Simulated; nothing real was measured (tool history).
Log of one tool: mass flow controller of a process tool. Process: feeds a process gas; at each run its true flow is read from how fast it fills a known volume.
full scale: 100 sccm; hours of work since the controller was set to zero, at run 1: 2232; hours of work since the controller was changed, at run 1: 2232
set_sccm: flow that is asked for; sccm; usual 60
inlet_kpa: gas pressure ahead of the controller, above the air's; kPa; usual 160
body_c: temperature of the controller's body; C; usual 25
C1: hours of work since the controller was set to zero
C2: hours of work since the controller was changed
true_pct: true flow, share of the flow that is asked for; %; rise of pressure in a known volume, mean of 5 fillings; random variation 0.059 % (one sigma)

run 1 hour=0.0 | set_sccm=60 inlet_kpa=160 body_c=25 | C1=2232 C2=2232 | true_pct=98.54
run 2 hour=361.4 | set_sccm=60 inlet_kpa=160 body_c=25 | C1=2485 C2=2485 | true_pct=98.58
run 3 hour=528.2 | set_sccm=60 inlet_kpa=160 body_c=25 | C1=2602 C2=2602 | true_pct=98.50
run 4 hour=770.6 | set_sccm=60 inlet_kpa=160 body_c=25 | C1=2772 C2=2772 | true_pct=98.64
run 5 hour=1103.0 | set_sccm=60 inlet_kpa=160 body_c=25 | C1=3005 C2=3005 | true_pct=98.52
run 6 hour=1396.9 | set_sccm=60 inlet_kpa=160 body_c=34 | C1=3211 C2=3211 | true_pct=97.48
run 7 hour=1686.2 | set_sccm=60 inlet_kpa=160 body_c=25 | C1=3414 C2=3414 | true_pct=98.57
run 8 hour=1998.0 | set_sccm=60 inlet_kpa=189 body_c=25 | C1=3632 C2=3632 | true_pct=98.53
run 9 hour=2269.7 | set_sccm=60 inlet_kpa=160 body_c=25 | C1=3822 C2=3822 | true_pct=98.49
run 10 hour=2437.6 | set_sccm=60 inlet_kpa=160 body_c=25 | C1=3940 C2=3940 | true_pct=98.47
-- hour=2568.5 controller's zero set anew
run 11 hour=2644.5 | set_sccm=60 inlet_kpa=160 body_c=25 | C1=53 C2=4085 | true_pct=99.46
run 12 hour=2823.7 | set_sccm=60 inlet_kpa=160 body_c=21 | C1=179 C2=4210 | true_pct=99.79
run 13 hour=3012.8 | set_sccm=60 inlet_kpa=160 body_c=21 | C1=311 C2=4343 | true_pct=99.75
run 14 hour=3319.7 | set_sccm=60 inlet_kpa=160 body_c=21 | C1=526 C2=4558 | true_pct=99.77
run 15 hour=3629.1 | set_sccm=11 inlet_kpa=160 body_c=21 | C1=743 C2=4775 | true_pct=97.34
run 16 hour=3981.5 | set_sccm=11 inlet_kpa=160 body_c=21 | C1=990 C2=5022 | true_pct=97.09
run 17 hour=4201.1 | set_sccm=11 inlet_kpa=160 body_c=21 | C1=1144 C2=5176 | true_pct=96.87
run 18 hour=4564.3 | set_sccm=60 inlet_kpa=160 body_c=35 | C1=1399 C2=5430 | true_pct=98.12
run 19 hour=4777.2 | set_sccm=60 inlet_kpa=160 body_c=35 | C1=1548 C2=5579 | true_pct=98.09
run 20 hour=5001.4 | set_sccm=60 inlet_kpa=160 body_c=27 | C1=1705 C2=5736 | true_pct=99.00
run 21 hour=5223.9 | set_sccm=60 inlet_kpa=160 body_c=30 | C1=1861 C2=5892 | true_pct=98.75
run 22 hour=5409.6 | set_sccm=60 inlet_kpa=160 body_c=25 | C1=1991 C2=6022 | true_pct=99.19
run 23 hour=5749.2 | set_sccm=60 inlet_kpa=160 body_c=25 | C1=2229 C2=6260 | true_pct=99.24
run 24 hour=5942.9 | set_sccm=60 inlet_kpa=160 body_c=25 | C1=2365 C2=6396 | true_pct=99.11
run 25 hour=6150.1 | set_sccm=19 inlet_kpa=160 body_c=23 | C1=2510 C2=6541 | true_pct=96.76
run 26 hour=6479.4 | set_sccm=19 inlet_kpa=160 body_c=23 | C1=2741 C2=6772 | true_pct=96.70
run 27 hour=6760.6 | set_sccm=19 inlet_kpa=272 body_c=24 | C1=2938 C2=6969 | true_pct=96.62
run 28 hour=6966.4 | set_sccm=94 inlet_kpa=160 body_c=20 | C1=3082 C2=7113 | true_pct=100.95
run 29 hour=7326.9 | set_sccm=94 inlet_kpa=160 body_c=20 | C1=3335 C2=7366 | true_pct=101.04
-- hour=7616.4 controller exchanged for a calibrated one
run 30 hour=7659.8 | set_sccm=72 inlet_kpa=160 body_c=32 | C1=30 C2=30 | true_pct=98.38
run 31 hour=7944.1 | set_sccm=60 inlet_kpa=213 body_c=38 | C1=230 C2=230 | true_pct=97.45
run 32 hour=8237.1 | set_sccm=12 inlet_kpa=141 body_c=23 | C1=435 C2=435 | true_pct=96.72
run 33 hour=8444.9 | set_sccm=12 inlet_kpa=141 body_c=28 | C1=581 C2=581 | true_pct=95.96
run 34 hour=8717.9 | set_sccm=12 inlet_kpa=141 body_c=28 | C1=772 C2=772 | true_pct=95.72
run 35 hour=8987.0 | set_sccm=21 inlet_kpa=160 body_c=31 | C1=960 C2=960 | true_pct=96.22

Forecast run 36:
run 36 hour=9315.0 | set_sccm=19 inlet_kpa=162 body_c=30 | C1=1190 C2=1190 | true_pct=?

true_pct: 96.01 %
Without the tool's hidden state the same run would have given true_pct 96.94 %.

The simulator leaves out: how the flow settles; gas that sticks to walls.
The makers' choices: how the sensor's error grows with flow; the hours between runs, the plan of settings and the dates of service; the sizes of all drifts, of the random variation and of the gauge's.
